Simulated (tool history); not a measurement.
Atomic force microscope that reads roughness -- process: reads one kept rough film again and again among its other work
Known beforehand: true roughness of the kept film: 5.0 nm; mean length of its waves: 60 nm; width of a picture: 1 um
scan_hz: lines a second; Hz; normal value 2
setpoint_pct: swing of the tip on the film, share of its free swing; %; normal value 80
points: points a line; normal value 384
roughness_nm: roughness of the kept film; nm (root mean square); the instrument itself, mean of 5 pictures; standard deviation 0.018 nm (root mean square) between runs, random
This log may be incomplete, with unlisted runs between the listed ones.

{"run": 1, "hour": 0.0, "scan_hz": 2, "setpoint_pct": 80, "points": 384, "roughness_nm": 4.252}
{"run": 2, "hour": 9.4, "scan_hz": 2, "setpoint_pct": 80, "points": 476, "roughness_nm": 4.212}
{"run": 3, "hour": 19.2, "scan_hz": 2, "setpoint_pct": 80, "points": 476, "roughness_nm": 4.239}
{"run": 4, "hour": 29.9, "scan_hz": 2, "setpoint_pct": 80, "points": 476, "roughness_nm": 4.224}
{"run": 5, "hour": 39.9, "scan_hz": 2, "setpoint_pct": 80, "points": 476, "roughness_nm": 4.19}
{"run": 6, "hour": 56.2, "scan_hz": 2, "setpoint_pct": 59, "points": 384, "roughness_nm": 4.561}
{"run": 7, "hour": 76.2, "scan_hz": 0.61, "setpoint_pct": 80, "points": 456, "roughness_nm": 4.512}
{"run": 8, "hour": 93.5, "scan_hz": 0.6, "setpoint_pct": 77, "points": 356, "roughness_nm": 4.516}
{"run": 9, "hour": 102.5, "scan_hz": 1.61, "setpoint_pct": 77, "points": 739, "roughness_nm": 4.269}
{"run": 10, "hour": 114.4, "scan_hz": 0.79, "setpoint_pct": 72, "points": 290, "roughness_nm": 4.515}
{"run": 11, "hour": 133.0, "scan_hz": 0.79, "setpoint_pct": 72, "points": 290, "roughness_nm": 4.481}
{"run": 12, "hour": 152.9, "scan_hz": 0.79, "setpoint_pct": 72, "points": 290, "roughness_nm": 4.462}

Each row is a separate what-if for the run after 12, all from the same tool condition, not one after another. Results?
{"run": "A", "hour": 166.8, "scan_hz": 1.63, "setpoint_pct": 80, "points": 384, "roughness_nm": "?"}
{"run": "B", "hour": 166.8, "scan_hz": 0.79, "setpoint_pct": 81, "points": 290, "roughness_nm": "?"}
{"run": "C", "hour": 166.8, "scan_hz": 0.5, "setpoint_pct": 72, "points": 767, "roughness_nm": "?"}
{"run": "D", "hour": 166.8, "scan_hz": 2, "setpoint_pct": 80, "points": 313, "roughness_nm": "?"}
{"run": "E", "hour": 166.8, "scan_hz": 0.52, "setpoint_pct": 59, "points": 515, "roughness_nm": "?"}

run=A roughness_nm=4.16
run=B roughness_nm=4.346
run=C roughness_nm=4.492
run=D roughness_nm=4.068
run=E roughness_nm=4.548
With no hidden state in the tool, these same runs would have given:
run=A roughness_nm=4.403
run=B roughness_nm=4.6
run=C roughness_nm=4.754
run=D roughness_nm=4.305
run=E roughness_nm=4.813
